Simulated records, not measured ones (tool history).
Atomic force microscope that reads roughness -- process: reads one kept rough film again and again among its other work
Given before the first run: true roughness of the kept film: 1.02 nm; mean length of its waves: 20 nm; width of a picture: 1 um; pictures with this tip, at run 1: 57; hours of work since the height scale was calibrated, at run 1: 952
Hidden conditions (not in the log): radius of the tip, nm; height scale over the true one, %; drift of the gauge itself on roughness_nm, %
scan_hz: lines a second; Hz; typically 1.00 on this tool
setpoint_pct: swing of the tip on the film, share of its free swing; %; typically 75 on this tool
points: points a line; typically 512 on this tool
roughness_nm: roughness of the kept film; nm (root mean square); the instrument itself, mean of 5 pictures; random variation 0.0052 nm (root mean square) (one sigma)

run    hour  scan_hz  setpoint_pct  points  pictures with this tip  hours of work since the height scale was calibrated  roughness_nm
  1     0.0     1.00            75     512                      57                                                  952         0.780
  2    39.2     1.00            75     512                      98                                                  979         0.757
  3    88.0     1.00            75     512                     149                                                 1013         0.730
  4   140.2     1.00            75     512                     204                                                 1049         0.682
      156.9  -- new tip fitted
  5   169.7     1.00            75     512                      14                                                 1069         0.835
  6   227.3     1.00            75     257                      75                                                 1109         0.772
  7   286.9     1.00            75     257                     137                                                 1151         0.723
  8   332.0     1.00            75     512                     185                                                 1182         0.717
      365.9  -- new tip fitted
  9   373.4     1.00            75     512                       8                                                 1210         0.838
 10   406.7     1.00            75     512                      43                                                 1233         0.809
 11   432.5     1.00            75     512                      70                                                 1251         0.787
 12   484.3     1.00            75     992                     125                                                 1287         0.753
 13   533.9     1.00            75     992                     177                                                 1321         0.726
 14   566.0     1.00            75     992                     211                                                 1343         0.714
      574.8  -- new tip fitted
 15   624.6     1.00            75     992                      53                                                 1384         0.795
 16   680.5     1.00            80     992                     112                                                 1422         0.748
 17   707.8     1.00            80     992                     141                                                 1441         0.722
 18   745.1     1.00            75     512                     180                                                 1467         0.702
      783.3  -- new tip fitted
 19   787.7     1.00            75     512                       5                                                 1496         0.852
 20   843.6     1.31            75     512                      64                                                 1535         0.771
 21   890.6     1.00            75     787                     113                                                 1568         0.764
 22   950.4     1.00            65     512                     176                                                 1609         0.735
      991.1  -- new tip fitted
 23  1002.3     1.85            56     512                      12                                                 1645         0.860
 24  1052.1     1.85            56     512                      64                                                 1679         0.826
 25  1092.6     1.84            56     865                     107                                                 1707         0.794
 26  1150.3     1.00            75     349                     167                                                 1747         0.718
 27  1186.4     1.15            56     910                     205                                                 1772         0.750
     1199.8  -- new tip fitted
 28  1216.4     1.15            59     910                      17                                                 1793         0.881
 29  1265.1     1.21            60     679                      69                                                 1826         0.830
 30  1303.7     1.27            76     440                     109                                                 1853         0.736
 31  1340.2     1.19            65     266                     148                                                 1878         0.738
 32  1366.6     1.19            65     266                     176                                                 1897         0.720
     1407.4  -- new tip fitted
 33  1425.8     0.62            60     401                      19                                                 1937         0.876
 34  1483.9     0.74            57     433                      81                                                 1977         0.823
 35  1519.5     0.51            78     512                     118                                                 2002         0.786
 36  1546.1     2.09            78     265                     146                                                 2020         0.646
 37  1597.0     2.09            78     265                     200                                                 2056         0.631
     1616.9  -- new tip fitted
 38  1638.2     2.09            78     265                      23                                                 2084         0.723
 39  1689.9     2.09            78     265                      77                                                 2120         0.694
 40  1745.7     1.30            83     936                     136                                                 2158         0.701
 41  1801.3     1.00            66     312                     194                                                 2197         0.721

Hidden state at the last listed run before each entry between runs and at the first one after, where it differs:
Between runs 4 and 5: new tip fitted (hour 156.9)
  radius of the tip, nm: 35 -> 11.6
  measured result minus the result with no hidden state, roughness_nm: -0.154 -> -0.008 nm (root mean square)
Between runs 8 and 9: new tip fitted (hour 365.9)
  radius of the tip, nm: 30.5 -> 11.3; height scale over the true one, %: 0.45 -> 0.46
  measured result minus the result with no hidden state, roughness_nm: -0.130 -> -0.005 nm (root mean square)
Between runs 14 and 15: new tip fitted (hour 574.8)
  radius of the tip, nm: 33 -> 17.7; height scale over the true one, %: 0.52 -> 0.53
  measured result minus the result with no hidden state, roughness_nm: -0.145 -> -0.052 nm (root mean square)
Between runs 18 and 19: new tip fitted (hour 783.3)
  radius of the tip, nm: 31.8 -> 11.2; height scale over the true one, %: 0.57 -> 0.58
  measured result minus the result with no hidden state, roughness_nm: -0.136 -> -0.005 nm (root mean square)
Between runs 22 and 23: new tip fitted (hour 991.1)
  radius of the tip, nm: 30.2 -> 12.4; height scale over the true one, %: 0.63 -> 0.64
  measured result minus the result with no hidden state, roughness_nm: -0.132 -> -0.013 nm (root mean square)
Between runs 27 and 28: new tip fitted (hour 1199.8)
  radius of the tip, nm: 33.6 -> 12.5; height scale over the true one, %: 0.69 -> 0.7
  measured result minus the result with no hidden state, roughness_nm: -0.153 -> -0.014 nm (root mean square)
Between runs 32 and 33: new tip fitted (hour 1407.4)
  radius of the tip, nm: 30 -> 12.8; height scale over the true one, %: 0.74 -> 0.76
  measured result minus the result with no hidden state, roughness_nm: -0.125 -> -0.016 nm (root mean square)
Between runs 37 and 38: new tip fitted (hour 1616.9)
  radius of the tip, nm: 32.3 -> 13; height scale over the true one, %: 0.81 -> 0.82
  measured result minus the result with no hidden state, roughness_nm: -0.121 -> -0.013 nm (root mean square)
